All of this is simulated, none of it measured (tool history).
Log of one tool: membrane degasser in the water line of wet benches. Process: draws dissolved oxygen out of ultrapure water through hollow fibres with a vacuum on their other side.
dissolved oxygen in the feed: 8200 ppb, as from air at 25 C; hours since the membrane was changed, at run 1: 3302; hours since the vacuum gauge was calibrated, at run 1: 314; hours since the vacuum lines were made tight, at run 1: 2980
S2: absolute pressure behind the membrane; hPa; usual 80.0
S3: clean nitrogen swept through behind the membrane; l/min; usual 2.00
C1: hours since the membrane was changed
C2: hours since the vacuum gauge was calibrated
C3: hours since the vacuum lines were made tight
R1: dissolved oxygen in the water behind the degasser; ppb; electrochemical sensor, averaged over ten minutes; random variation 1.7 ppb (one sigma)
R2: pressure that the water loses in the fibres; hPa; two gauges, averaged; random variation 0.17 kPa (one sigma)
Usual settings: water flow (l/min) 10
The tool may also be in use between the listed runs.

Run 1, hour 0.0: usual settings; C1 3302; C2 314; C3 2980. Result: R1 185.7 ppb, R2 273.8 hPa.
Run 2, hour 80.8: usual settings but water flow (l/min) 14; C1 3383; C2 395; C3 3061. Result: R1 326.8 ppb, R2 385.9 hPa.
Run 3, hour 195.0: usual settings but water flow (l/min) 14; C1 3497; C2 509; C3 3175. Result: R1 328.3 ppb, R2 384.9 hPa.
Run 4, hour 314.2: usual settings but water flow (l/min) 14; C1 3616; C2 628; C3 3294. Result: R1 332.3 ppb, R2 388.1 hPa.
Run 5, hour 415.4: usual settings but water flow (l/min) 14; C1 3717; C2 729; C3 3395. Result: R1 328.0 ppb, R2 389.6 hPa.
Run 6, hour 474.5: usual settings but water flow (l/min) 14; C1 3776; C2 788; C3 3454. Result: R1 329.5 ppb, R2 384.1 hPa.
Run 7, hour 580.8: usual settings but water flow (l/min) 14; C1 3883; C2 895; C3 3561. Result: R1 336.4 ppb, R2 387.3 hPa.
Run 8, hour 681.7: usual settings but water flow (l/min) 14; C1 3983; C2 996; C3 3662. Result: R1 329.9 ppb, R2 387.3 hPa.
Run 9, hour 736.8: usual settings; C1 4039; C2 1051; C3 3717. Result: R1 188.3 ppb, R2 277.8 hPa.
Run 10, hour 809.5: usual settings but S3 5.61 l/min; C1 4111; C2 1123; C3 3789. Result: R1 151.6 ppb, R2 276.6 hPa.
Run 11, hour 921.7: usual settings but S2 127.8 hPa; C1 4223; C2 1236; C3 3902. Result: R1 250.3 ppb, R2 276.3 hPa.
At hour 1009.5: seals of the vacuum lines changed.
Run 12, hour 1039.8: usual settings; C1 4340; C2 1352; C3 30. Result: R1 191.3 ppb, R2 280.1 hPa.
Run 13, hour 1093.9: usual settings but S3 4.98 l/min; C1 4394; C2 1406; C3 84. Result: R1 158.9 ppb, R2 276.6 hPa.
Run 14, hour 1168.1: usual settings but S3 4.98 l/min; C1 4468; C2 1480; C3 159. Result: R1 157.3 ppb, R2 273.7 hPa.
Run 15, hour 1252.3: usual settings but S3 2.12 l/min; C1 4552; C2 1564; C3 243. Result: R1 189.6 ppb, R2 281.4 hPa.
Run 16, hour 1325.6: usual settings but S3 2.12 l/min; C1 4625; C2 1638; C3 316. Result: R1 189.2 ppb, R2 279.3 hPa.
Run 17, hour 1393.3: usual settings but water flow (l/min) 6, S2 196.8 hPa, S3 3.51 l/min; C1 4693; C2 1705; C3 384. Result: R1 109.2 ppb, R2 169.0 hPa.
Run 18, hour 1449.3: usual settings but water flow (l/min) 9, S2 135.1 hPa; C1 4749; C2 1761; C3 440. Result: R1 217.5 ppb, R2 251.7 hPa.
Run 19, hour 1520.4: usual settings but water flow (l/min) 8, S2 57.3 hPa; C1 4820; C2 1832; C3 511. Result: R1 107.8 ppb, R2 225.6 hPa.

Run 20 comes next. What will it give?
Run 20, hour 1576.0: usual settings but S3 5.86 l/min; C1 4876; C2 1888; C3 567. Result: R1 ?, R2 ?.

Run 20 gave R1 157.8 ppb, R2 281.8 hPa.
Without the tool's hidden state the same run would have given R1 126.2 ppb, R2 265.2 hPa.
